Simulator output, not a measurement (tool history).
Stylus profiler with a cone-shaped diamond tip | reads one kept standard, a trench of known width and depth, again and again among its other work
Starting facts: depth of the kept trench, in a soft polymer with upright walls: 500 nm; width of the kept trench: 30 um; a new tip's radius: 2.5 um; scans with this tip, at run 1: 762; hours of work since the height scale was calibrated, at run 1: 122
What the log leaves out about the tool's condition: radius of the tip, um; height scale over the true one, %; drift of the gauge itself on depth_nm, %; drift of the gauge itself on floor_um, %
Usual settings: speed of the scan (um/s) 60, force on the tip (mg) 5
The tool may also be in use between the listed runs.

| run | hour | speed of the scan (um/s) | force on the tip (mg) | scans with this tip | hours of work since the height scale was calibrated | depth of the trench (nm) | width of the trench's floor (nm) |
|---|---|---|---|---|---|---|---|
| 1 | 0 | 60 | 5 | 762 | 122 | 511.84 | 26790 |
| 2 | 116.1 | 60 | 5 | 1241 | 199 | 511.95 | 26830 |
| 3 | 231.8 | 60 | 5 | 1718 | 276 | 511.74 | 26810 |
| 4 | 317.9 | 60 | 5 | 2074 | 333 | 511.44 | 26830 |
| 5 | 400.9 | 60 | 5 | 2416 | 388 | 511.67 | 26830 |
| 6 | 496.6 | 60 | 10.29 | 2811 | 452 | 518.83 | 26910 |
| 7 | 607.7 | 60 | 10.29 | 3270 | 525 | 518.76 | 26920 |
| 8 | 712.8 | 60 | 10.29 | 3703 | 595 | 519.15 | 26940 |
| 9 | 794.1 | 60 | 5 | 4039 | 649 | 511.77 | 26800 |
| 10 | 871.3 | 60 | 5 | 4357 | 700 | 511.75 | 26810 |
| 11 | 929.1 | 60 | 5.42 | 4596 | 739 | 512.42 | 26840 |
| 12 | 1045.4 | 138 | 5.42 | 5076 | 816 | 512.38 | 26540 |
| 13 | 1118 | 138 | 5.42 | 5375 | 864 | 512.36 | 26600 |
| 14 | 1215.9 | 123 | 2.34 | 5779 | 929 | 507.07 | 26450 |
| 15 | 1278 | 164 | 5 | 6035 | 970 | 511.81 | 26510 |
| 16 | 1354.3 | 20 | 3.18 | 6350 | 1020 | 508.61 | 26890 |
| 17 | 1449.4 | 17 | 3.58 | 6743 | 1084 | 509.35 | 26960 |
| 18 | 1566.6 | 17 | 7.93 | 7227 | 1161 | 515.66 | 26940 |
| 19 | 1643.8 | 22 | 5 | 7545 | 1212 | 511.58 | 26890 |
| 20 | 1705.7 | 22 | 5 | 7800 | 1253 | 511.46 | 26900 |
| 21 | 1781.3 | 55 | 3.75 | 8112 | 1304 | 509.62 | 26870 |

Predict each of these 3 candidate next runs independently; none follows another, all start after run 21:
| A | 1886.8 | 55 | 1.98 | 8548 | 1374 | ? | ? |
| B | 1886.8 | 78 | 10.13 | 8548 | 1374 | ? | ? |
| C | 1886.8 | 129 | 5 | 8548 | 1374 | ? | ? |

| run | depth of the trench (nm) | width of the trench's floor (nm) |
|---|---|---|
| A | 506.36 | 26730 |
| B | 518.59 | 26860 |
| C | 511.59 | 26630 |
With no hidden state in the tool, these same runs would have given:
| run | depth of the trench (nm) | width of the trench's floor (nm) |
|---|---|---|
| A | 506.27 | 26750 |
| B | 518.51 | 26880 |
| C | 511.5 | 26650 |

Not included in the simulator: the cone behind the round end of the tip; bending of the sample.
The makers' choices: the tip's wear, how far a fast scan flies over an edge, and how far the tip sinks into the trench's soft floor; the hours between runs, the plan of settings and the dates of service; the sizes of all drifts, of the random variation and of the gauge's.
